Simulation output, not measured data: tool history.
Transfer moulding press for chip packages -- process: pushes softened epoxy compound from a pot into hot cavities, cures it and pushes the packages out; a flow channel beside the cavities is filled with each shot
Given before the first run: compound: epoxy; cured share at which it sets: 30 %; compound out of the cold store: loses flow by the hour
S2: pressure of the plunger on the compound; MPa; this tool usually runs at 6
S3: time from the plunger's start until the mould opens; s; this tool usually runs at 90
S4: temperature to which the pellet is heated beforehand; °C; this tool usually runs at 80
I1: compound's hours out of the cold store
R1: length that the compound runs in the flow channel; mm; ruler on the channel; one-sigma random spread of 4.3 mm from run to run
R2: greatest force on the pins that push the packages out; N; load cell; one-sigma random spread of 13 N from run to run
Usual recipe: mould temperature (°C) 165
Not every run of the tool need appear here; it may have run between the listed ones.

Run 1, hour 0: usual settings; I1 39. Result: R1 611 mm, R2 597 N.
At hour 32.7: mould's thermocouples calibrated.
At hour 38.8: cavities cleaned with cleaning compound and waxed.
Run 2, hour 60.5: usual settings; I1 22.6. Result: R1 662 mm, R2 658 N.
At hour 70.5: plunger's sealing rings changed.
Run 3, hour 86.3: usual settings but S3 83 s; I1 46.6. Result: R1 594 mm, R2 705 N.
At hour 118.9: cavities cleaned with cleaning compound and waxed.
Run 4, hour 144.3: usual settings but S4 74 °C; I1 28. Result: R1 651 mm, R2 648 N.
At hour 195.9: cavities cleaned with cleaning compound and waxed.
Run 5, hour 199.3: usual settings but S2 6.15 MPa; I1 24.4. Result: R1 674 mm, R2 629 N.
Run 6, hour 237.2: usual settings but S2 6.15 MPa; I1 37.8. Result: R1 624 mm, R2 598 N.
At hour 271.3: cavities cleaned with cleaning compound and waxed.
Run 7, hour 291.5: usual settings but S2 6.15 MPa; I1 35.4. Result: R1 636 mm, R2 595 N.
At hour 326: plunger's sealing rings changed.
Run 8, hour 344.9: usual settings but S2 6.15 MPa; I1 46.7. Result: R1 598 mm, R2 610 N.
At hour 350.4: cavities cleaned with cleaning compound and waxed.
Run 9, hour 388.9: usual settings but S2 6.15 MPa; I1 43.7. Result: R1 608 mm, R2 584 N.
At hour 427.9: cavities cleaned with cleaning compound and waxed.
Run 10, hour 437.5: usual settings but S2 6.15 MPa; I1 47.6. Result: R1 589 mm, R2 596 N.
Run 11, hour 492.7: usual settings but S2 6.15 MPa; I1 43.4. Result: R1 608 mm, R2 609 N.
At hour 504.3: cavities cleaned with cleaning compound and waxed.
Run 12, hour 520.1: usual settings but S2 6.15 MPa, S4 78 °C; I1 36.4. Result: R1 626 mm, R2 596 N.
Run 13, hour 546.7: usual settings but S2 5.88 MPa; I1 12.6. Result: R1 692 mm, R2 665 N.
At hour 579.4: cavities cleaned with cleaning compound and waxed.
At hour 585.1: plunger's sealing rings changed.
Run 14, hour 585.5: usual settings but mould temperature (°C) 162, S2 5 MPa, S4 77 °C; I1 39.4. Result: R1 567 mm, R2 779 N.
Run 15, hour 622: usual settings but mould temperature (°C) 157, S2 4.53 MPa, S3 124 s, S4 70 °C; I1 38.6. Result: R1 554 mm, R2 604 N.
Run 16, hour 650.1: usual settings but mould temperature (°C) 163, S2 5.52 MPa, S4 74 °C; I1 11.7. Result: R1 683 mm, R2 841 N.

Expected results for the next run?
At hour 660: cavities cleaned with cleaning compound and waxed.
Run 17, hour 704.7: usual settings but mould temperature (°C) 163, S2 6.44 MPa, S3 127 s, S4 76 °C; I1 8.3. Result: R1 ?, R2 ?.

{"run 17": {"R1": 752, "R2": 443}}
Take away the tool's hidden state, keep the run-to-run variation as it was, and the same run would have given R1 752 mm, R2 440 N.

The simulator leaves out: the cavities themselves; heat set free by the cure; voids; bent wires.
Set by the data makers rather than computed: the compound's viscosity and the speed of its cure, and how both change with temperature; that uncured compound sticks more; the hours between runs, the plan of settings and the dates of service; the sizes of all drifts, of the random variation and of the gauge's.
